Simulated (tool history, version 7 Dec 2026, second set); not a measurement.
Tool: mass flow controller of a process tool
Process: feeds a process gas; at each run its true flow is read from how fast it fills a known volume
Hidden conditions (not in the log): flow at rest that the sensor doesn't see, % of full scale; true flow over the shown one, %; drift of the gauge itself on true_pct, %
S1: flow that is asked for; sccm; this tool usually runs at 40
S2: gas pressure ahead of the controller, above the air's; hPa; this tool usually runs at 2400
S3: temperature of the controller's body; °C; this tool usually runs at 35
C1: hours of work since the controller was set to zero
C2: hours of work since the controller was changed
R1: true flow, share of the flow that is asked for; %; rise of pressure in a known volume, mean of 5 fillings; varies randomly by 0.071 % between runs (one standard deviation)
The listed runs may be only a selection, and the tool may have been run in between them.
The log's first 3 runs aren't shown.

| run | hour | S1 | S2 | S3 | C1 | C2 | R1 |
|---|---|---|---|---|---|---|---|
| 4 | 292.9 | 40 | 2400 | 35 | 3884 | 3884 | 98.38 |
| 5 | 389.1 | 40 | 2400 | 35 | 3950 | 3950 | 98.38 |
| 6 | 448.9 | 40 | 2400 | 35 | 3990 | 3990 | 98.39 |
| 7 | 579.3 | 40 | 2400 | 35 | 4078 | 4078 | 98.33 |
| 8 | 700.2 | 40 | 2400 | 35 | 4160 | 4160 | 98.15 |
| 9 | 804.1 | 40 | 2400 | 35 | 4231 | 4231 | 98.03 |
| 10 | 879.3 | 96 | 2400 | 35 | 4282 | 4282 | 99.16 |
| 11 | 993.1 | 40 | 1580 | 35 | 4359 | 4359 | 98.43 |
| 12 | 1101.1 | 40 | 1580 | 35 | 4432 | 4432 | 98.43 |
|  | 1182.2 | controller's zero set anew |
| 13 | 1208.6 | 38 | 2400 | 35 | 18 | 4504 | 99.37 |
| 14 | 1297.6 | 40 | 2400 | 35 | 78 | 4565 | 99.49 |
| 15 | 1435.8 | 40 | 2400 | 32 | 172 | 4658 | 99.01 |
| 16 | 1539.3 | 40 | 2400 | 32 | 242 | 4728 | 98.89 |
| 17 | 1599.1 | 40 | 2400 | 32 | 282 | 4769 | 98.93 |
| 18 | 1666.6 | 40 | 2400 | 30 | 328 | 4815 | 98.75 |
| 19 | 1792.5 | 40 | 2400 | 30 | 413 | 4900 | 98.62 |
| 20 | 1850.8 | 40 | 2400 | 35 | 453 | 4939 | 99.15 |
| 21 | 1940 | 40 | 2400 | 35 | 513 | 5000 | 99.11 |
| 22 | 2073.1 | 40 | 2400 | 35 | 603 | 5090 | 98.98 |
| 23 | 2137.2 | 40 | 2400 | 35 | 647 | 5133 | 99.21 |
| 24 | 2228.7 | 17 | 1530 | 39 | 709 | 5195 | 99.6 |
| 25 | 2352.5 | 40 | 2730 | 32 | 793 | 5279 | 98.48 |
| 26 | 2447.9 | 34 | 2400 | 35 | 857 | 5344 | 98.9 |
| 27 | 2588.6 | 34 | 2400 | 35 | 953 | 5439 | 98.86 |

Expected results for the next run?
| 28 | 2688.9 | 34 | 2400 | 35 | 1021 | 5507 | ? |

R1: 98.7 %
Were there no unlogged condition in the tool, this run, its random variation unchanged, would have produced R1 100.71 %.

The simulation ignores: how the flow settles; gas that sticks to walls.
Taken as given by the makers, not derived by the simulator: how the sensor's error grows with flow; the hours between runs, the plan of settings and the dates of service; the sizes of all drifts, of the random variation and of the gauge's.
